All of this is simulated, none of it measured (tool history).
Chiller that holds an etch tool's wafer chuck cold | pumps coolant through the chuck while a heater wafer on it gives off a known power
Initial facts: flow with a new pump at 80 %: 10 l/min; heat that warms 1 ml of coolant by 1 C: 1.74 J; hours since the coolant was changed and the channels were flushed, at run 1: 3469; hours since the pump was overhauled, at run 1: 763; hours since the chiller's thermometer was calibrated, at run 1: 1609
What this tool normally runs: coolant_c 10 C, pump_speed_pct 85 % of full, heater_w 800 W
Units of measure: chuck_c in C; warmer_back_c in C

run    hour  coolant_c  pump_speed_pct  heater_w  hours since the coolant was changed and the channels were flushed  hours since the pump was overhauled  hours since the chiller's thermometer was calibrated  chuck_c  warmer_back_c
  1     0.0         10              85       800                                                               3469                                  763                                                  1609     15.7           2.59
  2    56.3         10              85       800                                                               3525                                  820                                                  1665     15.5           2.60
  3    90.4         10              85       800                                                               3560                                  854                                                  1699     15.6           2.61
  4   135.1         10              87       800                                                               3604                                  899                                                  1744     15.5           2.60
  5   182.2         10              87       800                                                               3651                                  946                                                  1791     15.4           2.53
  6   217.8         10              85       800                                                               3687                                  981                                                  1827     15.7           2.60
  7   275.9         10              85       800                                                               3745                                 1039                                                  1885     15.6           2.63
  8   325.5         10              85       800                                                               3795                                 1089                                                  1934     15.7           2.58
  9   358.5         10              85       800                                                               3828                                 1122                                                  1967     15.7           2.65
 10   386.5          8              85       800                                                               3856                                 1150                                                  1995     13.8           2.63
 11   415.3         15              85       800                                                               3884                                 1179                                                  2024     20.5           2.61
 12   439.3         15              85       800                                                               3908                                 1203                                                  2048     20.5           2.65
 13   462.9         15              85       800                                                               3932                                 1226                                                  2072     20.6           2.65
 14   489.9         15              85       800                                                               3959                                 1253                                                  2099     20.7           2.70
 15   537.3         11              85       800                                                               4006                                 1301                                                  2146     16.8           2.64
 16   564.7         11              85       800                                                               4034                                 1328                                                  2174     16.7           2.64
 17   601.5         11              85       800                                                               4071                                 1365                                                  2210     16.8           2.63
 18   652.1         11              85       800                                                               4121                                 1416                                                  2261     16.7           2.66
 19   687.5         17              60       800                                                               4157                                 1451                                                  2296     24.6           3.72
 20   717.0         10              85      1090                                                               4186                                 1480                                                  2326     17.6           3.58
 21   774.7          9              84       940                                                               4244                                 1538                                                  2384     15.7           3.12
      780.0  -- chiller's thermometer calibrated
 22   801.2         10              69       964                                                               4269                                 1564                                                    21     18.1           3.93
 23   827.0          3              74       874                                                               4295                                 1589                                                    47      9.8           3.28
      884.0  -- chiller's thermometer calibrated, once more
 24   884.0         10              85       559                                                               4351                                 1645                                                     0     13.9           1.87
 25   907.5         11              85       720                                                               4375                                 1669                                                    23     16.2           2.35
 26   946.6         11              85       720                                                               4414                                 1708                                                    63     16.2           2.39
 27   971.0         10              94       583                                                               4438                                 1732                                                    87     13.8           1.75
 28  1016.7          3              77       462                                                               4484                                 1778                                                   133      6.5           1.67
 29  1071.8          1              85       435                                                               4539                                 1833                                                   188      4.2           1.40
 30  1109.2         14              70       435                                                               4576                                 1871                                                   225     17.6           1.75
 31  1151.4         10              94       494                                                               4618                                 1913                                                   267     13.3           1.48

Here are 5 independent what-if runs from the current tool condition. What would each one return?
  A  1192.4          6              85       447                                                               4660                                 1954                                                   308        ?              ?
  B  1192.4         14              93       542                                                               4660                                 1954                                                   308        ?              ?
  C  1192.4          6              85       479                                                               4660                                 1954                                                   308        ?              ?
  D  1192.4         10              94       438                                                               4660                                 1954                                                   308        ?              ?
  E  1192.4         10              63      1195                                                               4660                                 1954                                                   308        ?              ?

run  chuck_c  warmer_back_c
  A      9.4           1.46
  B     17.7           1.63
  C      9.4           1.54
  D     13.1           1.30
  E     20.8           5.33
Without the tool's unlogged condition, the same runs would have read:
run  chuck_c  warmer_back_c
  A      9.1           1.43
  B     17.4           1.60
  C      9.1           1.51
  D     12.8           1.27
  E     20.0           5.22
